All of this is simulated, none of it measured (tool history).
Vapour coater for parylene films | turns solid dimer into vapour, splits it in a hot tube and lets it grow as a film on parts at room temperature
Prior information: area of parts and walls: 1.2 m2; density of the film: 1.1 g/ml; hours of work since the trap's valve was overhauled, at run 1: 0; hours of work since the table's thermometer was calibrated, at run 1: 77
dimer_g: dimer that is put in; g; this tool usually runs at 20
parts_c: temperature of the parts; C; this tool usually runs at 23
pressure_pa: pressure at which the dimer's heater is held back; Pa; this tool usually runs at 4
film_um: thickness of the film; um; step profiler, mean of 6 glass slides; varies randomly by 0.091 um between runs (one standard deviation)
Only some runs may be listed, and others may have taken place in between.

run   hour  dimer_g  parts_c  pressure_pa  hours of work since the trap's valve was overhauled  hours of work since the table's thermometer was calibrated  film_um
  1      0       20       23            4                                                    0                                                          77    11.04
  2     12       14       23            4                                                    6                                                          84     7.77
  3   29.5       14       23            4                                                   16                                                          93     7.59
  4   41.5       14       35            4                                                   22                                                          99     6.21
  5   52.6       20       29            4                                                   28                                                         105     9.94
  6   62.6       20       29            4                                                   34                                                         111     9.87
  7   82.2       20       23            4                                                   44                                                         121    11.06
  8  103.5       20       23            4                                                   56                                                         133    10.91
  9  118.2       20       23            4                                                   64                                                         141    10.95
 10  135.1       20       23            4                                                   73                                                         150    10.83
 11  156.4       35       22            4                                                   84                                                         161    19.45
 12    177       20       33          5.2                                                   95                                                         173     8.64
 13  188.6       12       33         3.34                                                  102                                                         179     5.66
 14  208.3       12       33         3.34                                                  112                                                         189     5.64
 15  222.4       12       33         3.34                                                  120                                                         197     5.51
 16  233.2       20       28         6.33                                                  126                                                         203        9
 17  250.1        8       28         6.33                                                  135                                                         212     3.62
 18  270.7       21       18         3.75                                                  146                                                         223    12.51
 19    290       30       23         5.09                                                  156                                                         233    15.14
 20    305       30       23         5.09                                                  164                                                         242    15.51

Forecast each of these 4 alternatives for the next run:
  A   321       20       27         2.89                                                  173                                                         250        ?
  B   321       30       23         4.82                                                  173                                                         250        ?
  C   321       20       28        10.95                                                  173                                                         250        ?
  D   321       24       23            4                                                  173                                                         250        ?

run  film_um
  A     10.4
  B    15.49
  C     8.14
  D    12.66
With the hidden condition removed and each run's random variation left untouched, the same runs would have given:
run  film_um
  A    10.89
  B    16.22
  C     8.52
  D    13.25

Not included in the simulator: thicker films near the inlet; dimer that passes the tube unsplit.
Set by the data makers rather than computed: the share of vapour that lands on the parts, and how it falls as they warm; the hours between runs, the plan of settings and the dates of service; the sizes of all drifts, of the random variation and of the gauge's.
